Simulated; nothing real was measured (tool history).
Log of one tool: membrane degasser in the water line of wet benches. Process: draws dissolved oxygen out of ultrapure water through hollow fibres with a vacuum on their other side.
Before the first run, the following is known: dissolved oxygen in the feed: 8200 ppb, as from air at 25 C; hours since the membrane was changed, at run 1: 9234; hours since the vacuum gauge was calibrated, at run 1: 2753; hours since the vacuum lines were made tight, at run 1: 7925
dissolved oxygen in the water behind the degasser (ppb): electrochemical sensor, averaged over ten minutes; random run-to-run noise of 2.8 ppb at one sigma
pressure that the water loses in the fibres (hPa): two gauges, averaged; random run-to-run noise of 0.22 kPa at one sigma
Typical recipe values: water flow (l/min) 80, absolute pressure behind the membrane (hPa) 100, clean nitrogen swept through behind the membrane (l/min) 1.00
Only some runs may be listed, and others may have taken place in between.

run,hour,water flow (l/min),absolute pressure behind the membrane (hPa),clean nitrogen swept through behind the membrane (l/min),hours since the membrane was changed,hours since the vacuum gauge was calibrated,hours since the vacuum lines were made tight,dissolved oxygen in the water behind the degasser (ppb),pressure that the water loses in the fibres (hPa)
1,0.0,80,100,1.00,9234,2753,7925,870.9,573.7
2,132.7,80,100,2.87,9367,2885,8057,413.9,580.5
3,382.7,87,100,1.00,9617,3135,8307,924.9,625.8
4,681.5,87,100,1.00,9916,3434,8606,925.0,627.3
5,844.5,87,100,1.00,10079,3597,8769,929.0,630.0
6,1067.4,91,100,1.00,10302,3820,8992,955.6,655.0
7,1346.1,91,100,1.00,10580,4099,9271,958.6,662.6
# hour 1583.1: vacuum gauge calibrated
8,1598.9,91,100,1.00,10833,16,9523,936.9,655.0
9,1797.2,80,146,1.00,11031,214,9721,1354.2,580.7
10,1973.3,80,100,1.53,11207,390,9897,651.8,581.7
11,2186.6,80,100,1.53,11420,603,10111,650.1,584.3
12,2390.5,80,100,1.00,11624,807,10315,858.5,586.1
13,2651.6,53,100,1.00,11885,1068,10576,642.7,390.7
14,2785.5,80,100,0.94,12019,1202,10710,886.0,580.4
15,3041.7,80,100,0.94,12276,1459,10966,898.6,580.9
16,3312.5,80,100,0.94,12546,1729,11237,899.8,589.4
17,3473.1,91,248,1.00,12707,1890,11397,2475.4,661.9
18,3632.1,116,218,2.79,12866,2049,11556,1400.1,847.1
19,3792.1,80,167,1.00,13026,2209,11716,1573.1,588.5
20,4009.8,80,167,0.82,13244,2427,11934,1767.4,589.2
21,4241.0,88,100,0.63,13475,2658,12165,1191.0,648.2
22,4514.4,80,100,0.88,13748,2931,12438,934.8,590.6
23,4769.1,65,80,0.88,14003,3186,12693,589.1,480.3
24,5015.4,68,80,1.55,14249,3432,12939,414.3,500.7
# hour 5093.9: seals of the vacuum lines changed
25,5181.0,67,207,1.55,14413,3596,87,1310.7,496.5
26,5403.4,67,207,1.55,14635,3818,309,1311.5,494.0
27,5558.8,97,65,1.62,14791,3974,465,404.2,715.1
28,5768.8,117,65,1.25,15001,4184,675,563.4,866.3
# hour 5930.3: vacuum gauge calibrated
29,5973.5,117,65,1.25,15205,43,879,548.4,868.0
30,6165.0,48,65,0.72,15396,235,1071,376.3,357.4
31,6441.7,48,65,0.72,15673,511,1347,377.2,357.0
32,6610.4,89,157,0.80,15842,680,1516,1784.4,665.5

Take each entry between the runs: how does the hidden state at the last listed run before it differ from the hidden state at the first listed run after it?
After run 7, before run 8: vacuum gauge calibrated (hour 1583.1)
  membrane still open, %: 94.9 -> 94.8; true pressure behind the membrane over the reading, kPa: 0.13 -> -0.04; air that leaks in behind the membrane, l/min: 0.0128 -> 0.013
  measured minus no-state result, dissolved oxygen in the water behind the degasser (ppb): +21.6 -> +1.0; pressure that the water loses in the fibres (hPa): +33.4 -> +34.0
After run 24, before run 25: seals of the vacuum lines changed (hour 5093.9)
  membrane still open, %: 93.2 -> 93.1; true pressure behind the membrane over the reading, kPa: 0.06 -> 0.07; air that leaks in behind the membrane, l/min: 0.0163 -> 0.0031
  measured minus no-state result, dissolved oxygen in the water behind the degasser (ppb): +9.6 -> +7.9; pressure that the water loses in the fibres (hPa): +34.3 -> +34.4
After run 28, before run 29: vacuum gauge calibrated (hour 5930.3)
  membrane still open, %: 92.8 -> 92.7; true pressure behind the membrane over the reading, kPa: 0.08 -> -0.03; air that leaks in behind the membrane, l/min: 0.0037 -> 0.0039
  measured minus no-state result, dissolved oxygen in the water behind the degasser (ppb): +35.6 -> +21.2; pressure that the water loses in the fibres (hPa): +62.3 -> +63.4

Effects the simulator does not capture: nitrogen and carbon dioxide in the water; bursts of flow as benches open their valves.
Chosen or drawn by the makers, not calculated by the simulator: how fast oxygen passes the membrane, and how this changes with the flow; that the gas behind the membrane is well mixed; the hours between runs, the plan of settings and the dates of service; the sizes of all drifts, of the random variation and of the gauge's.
